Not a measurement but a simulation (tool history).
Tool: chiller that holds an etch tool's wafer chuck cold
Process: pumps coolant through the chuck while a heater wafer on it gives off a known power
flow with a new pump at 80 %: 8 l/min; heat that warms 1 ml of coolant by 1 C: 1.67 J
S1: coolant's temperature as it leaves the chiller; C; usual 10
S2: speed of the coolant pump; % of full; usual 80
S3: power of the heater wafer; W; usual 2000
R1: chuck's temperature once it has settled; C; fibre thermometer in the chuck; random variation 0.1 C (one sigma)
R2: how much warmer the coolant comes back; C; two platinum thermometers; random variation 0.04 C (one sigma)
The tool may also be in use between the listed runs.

| run | hour | S1 | S2 | S3 | R1 | R2 |
|---|---|---|---|---|---|---|
| 1 | 0.0 | 10 | 80 | 2000 | 26.2 | 8.95 |
| 2 | 66.7 | 10 | 80 | 1742 | 23.9 | 7.77 |
| 3 | 158.2 | 20 | 80 | 2000 | 36.1 | 8.88 |
| 4 | 244.8 | 20 | 80 | 2000 | 36.2 | 8.89 |
| 5 | 307.3 | 20 | 80 | 2000 | 36.4 | 8.91 |
| 6 | 407.1 | 20 | 80 | 2707 | 41.8 | 12.14 |
| 7 | 451.5 | 20 | 80 | 2707 | 41.9 | 12.04 |
| 8 | 518.0 | 20 | 80 | 1304 | 30.5 | 5.80 |
| 9 | 605.0 | 10 | 80 | 2000 | 26.1 | 8.85 |
| 10 | 664.6 | 13 | 80 | 2000 | 29.3 | 8.81 |
| 11 | 723.3 | 10 | 80 | 2602 | 31.2 | 11.51 |
| 12 | 803.4 | 10 | 80 | 1557 | 22.6 | 6.87 |
| 13 | 860.0 | 10 | 80 | 1557 | 22.5 | 6.80 |
| 14 | 940.7 | 10 | 80 | 1557 | 22.6 | 6.77 |
| 15 | 1037.1 | 10 | 80 | 1865 | 25.2 | 8.24 |
| 16 | 1116.4 | 10 | 80 | 1865 | 24.9 | 8.10 |
| 17 | 1166.2 | 10 | 80 | 1865 | 24.9 | 8.10 |
| 18 | 1254.7 | 10 | 80 | 1865 | 24.9 | 8.07 |
| 19 | 1328.9 | 10 | 80 | 1403 | 21.4 | 6.06 |
| 20 | 1415.7 | 3 | 82 | 1017 | 11.2 | 4.22 |
| 21 | 1483.1 | 3 | 82 | 1017 | 11.0 | 4.11 |
| 22 | 1535.2 | 3 | 82 | 1017 | 11.2 | 4.18 |
| 23 | 1627.9 | 10 | 80 | 1300 | 20.6 | 5.53 |
| 24 | 1679.8 | 9 | 80 | 1326 | 19.8 | 5.64 |
| 25 | 1751.6 | 6 | 79 | 1326 | 16.9 | 5.70 |
| 26 | 1834.2 | 6 | 99 | 1775 | 18.1 | 6.06 |
| 27 | 1933.8 | 2 | 65 | 1308 | 14.7 | 6.78 |
| 28 | 2023.5 | 4 | 99 | 2505 | 21.0 | 8.70 |
| 29 | 2070.4 | 3 | 68 | 1065 | 12.9 | 5.22 |
| 30 | 2121.8 | 11 | 85 | 2000 | 26.3 | 8.02 |
| 31 | 2210.2 | 18 | 99 | 2506 | 34.9 | 8.75 |
| 32 | 2289.5 | 12 | 65 | 2506 | 36.3 | 13.28 |
| 33 | 2379.4 | 18 | 64 | 2000 | 37.6 | 10.68 |

Forecast each of these 3 alternatives for the next run:
|  | 2437.0 | gauge calibrated |
| A | 2449.6 | 13 | 80 | 2445 | ? | ? |
|  | 2437.0 | gauge calibrated |
| B | 2449.6 | 10 | 66 | 1278 | ? | ? |
|  | 2437.0 | gauge calibrated |
| C | 2449.6 | 6 | 70 | 1955 | ? | ? |

| run | R1 | R2 |
|---|---|---|
| A | 32.8 | 11.00 |
| B | 22.2 | 6.88 |
| C | 23.9 | 10.01 |
Without the tool's hidden state the same runs would have given:
| run | R1 | R2 |
|---|---|---|
| A | 32.8 | 11.00 |
| B | 22.2 | 6.88 |
| C | 23.9 | 10.01 |

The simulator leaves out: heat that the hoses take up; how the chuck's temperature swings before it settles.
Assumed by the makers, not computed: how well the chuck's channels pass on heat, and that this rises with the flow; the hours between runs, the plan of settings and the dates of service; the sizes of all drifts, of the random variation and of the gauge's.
